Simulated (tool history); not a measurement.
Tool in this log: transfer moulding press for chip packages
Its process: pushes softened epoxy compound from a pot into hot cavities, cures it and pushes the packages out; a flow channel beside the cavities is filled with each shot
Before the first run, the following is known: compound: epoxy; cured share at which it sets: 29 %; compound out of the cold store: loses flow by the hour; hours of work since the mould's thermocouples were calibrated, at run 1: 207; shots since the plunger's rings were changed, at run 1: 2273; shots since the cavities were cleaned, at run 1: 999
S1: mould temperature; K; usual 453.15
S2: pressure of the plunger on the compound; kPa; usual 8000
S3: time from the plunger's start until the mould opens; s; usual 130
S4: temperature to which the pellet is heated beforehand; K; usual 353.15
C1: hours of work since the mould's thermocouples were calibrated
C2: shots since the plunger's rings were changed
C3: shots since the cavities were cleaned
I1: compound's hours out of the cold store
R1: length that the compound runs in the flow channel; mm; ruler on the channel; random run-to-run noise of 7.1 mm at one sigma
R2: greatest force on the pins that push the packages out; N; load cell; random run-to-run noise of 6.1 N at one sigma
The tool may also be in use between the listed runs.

Run 1, hour 0: usual settings; C1 207; C2 2273; C3 999; I1 37.8. Result: R1 775 mm, R2 393 N.
At hour 6.2: cavities cleaned with cleaning compound and waxed.
Run 2, hour 93.8: usual settings; C1 253; C2 2941; C3 634; I1 25.2. Result: R1 789 mm, R2 371 N.
At hour 150.1: cavities cleaned with cleaning compound and waxed.
Run 3, hour 180.3: usual settings; C1 296; C2 3555; C3 218; I1 42.2. Result: R1 747 mm, R2 303 N.
At hour 237.8: plunger's sealing rings changed.
Run 4, hour 258.1: usual settings but S1 454.15 K; C1 334; C2 147; C3 762; I1 21.9. Result: R1 868 mm, R2 373 N.
At hour 299.3: cavities cleaned with cleaning compound and waxed.
Run 5, hour 347: usual settings but S1 454.15 K; C1 379; C2 779; C3 345; I1 11.3. Result: R1 880 mm, R2 317 N.
Run 6, hour 394.3: usual settings but S1 454.15 K; C1 403; C2 1121; C3 687; I1 9.1. Result: R1 873 mm, R2 364 N.
At hour 442: cavities cleaned with cleaning compound and waxed.
Run 7, hour 455.4: usual settings but S1 454.15 K; C1 433; C2 1552; C3 97; I1 30.7. Result: R1 817 mm, R2 263 N.
Run 8, hour 537.2: usual settings but S1 446.15 K; C1 474; C2 2144; C3 689; I1 25.2. Result: R1 834 mm, R2 527 N.
Run 9, hour 580.4: usual settings but S1 446.15 K; C1 496; C2 2456; C3 1001; I1 32.9. Result: R1 813 mm, R2 567 N.
At hour 590.1: cavities cleaned with cleaning compound and waxed.
At hour 621.8: mould's thermocouples calibrated.
Run 10, hour 641.2: usual settings but S1 446.15 K; C1 10; C2 2870; C3 355; I1 39.7. Result: R1 786 mm, R2 467 N.
Run 11, hour 719: usual settings but S3 127 s; C1 49; C2 3433; C3 918; I1 12. Result: R1 844 mm, R2 429 N.
At hour 740.5: cavities cleaned with cleaning compound and waxed.
Run 12, hour 769.6: usual settings but S3 127 s; C1 74; C2 3788; C3 211; I1 13.7. Result: R1 831 mm, R2 321 N.
At hour 789.3: plunger's sealing rings changed.
Run 13, hour 819.5: usual settings but S3 127 s; C1 98; C2 218; C3 553; I1 13.1. Result: R1 887 mm, R2 371 N.
At hour 849.4: mould's thermocouples calibrated, once more.
At hour 889.9: cavities cleaned with cleaning compound and waxed.
Run 14, hour 906.1: usual settings but S3 127 s; C1 28; C2 819; C3 118; I1 15.5. Result: R1 864 mm, R2 292 N.
Run 15, hour 959.9: usual settings but S3 142 s, S4 355.15 K; C1 55; C2 1208; C3 507; I1 16.6. Result: R1 855 mm, R2 350 N.
At hour 1034: cavities cleaned with cleaning compound and waxed.
Run 16, hour 1056.5: usual settings but S3 142 s, S4 355.15 K; C1 103; C2 1896; C3 164; I1 44.4. Result: R1 777 mm, R2 269 N.
Run 17, hour 1126.4: usual settings but S1 448.15 K, S2 9150 kPa, S4 354.15 K; C1 138; C2 2401; C3 669; I1 42.1. Result: R1 838 mm, R2 448 N.
At hour 1184.7: cavities cleaned with cleaning compound and waxed.
Run 18, hour 1209.3: usual settings but S1 460.15 K, S2 9520 kPa, S3 156 s, S4 354.15 K; C1 180; C2 2989; C3 178; I1 10.1. Result: R1 925 mm, R2 256 N.

Predict the results of run 19:
Run 19, hour 1301.4: usual settings but S1 460.15 K, S2 9520 kPa, S3 156 s, S4 354.15 K; C1 226; C2 3655; C3 844; I1 8.6. Result: R1 ?, R2 ?.

R1: 911 mm
R2: 351 N
If the tool had no hidden condition, the same run with the same run-to-run variation would have returned R1 970 mm, R2 208 N.
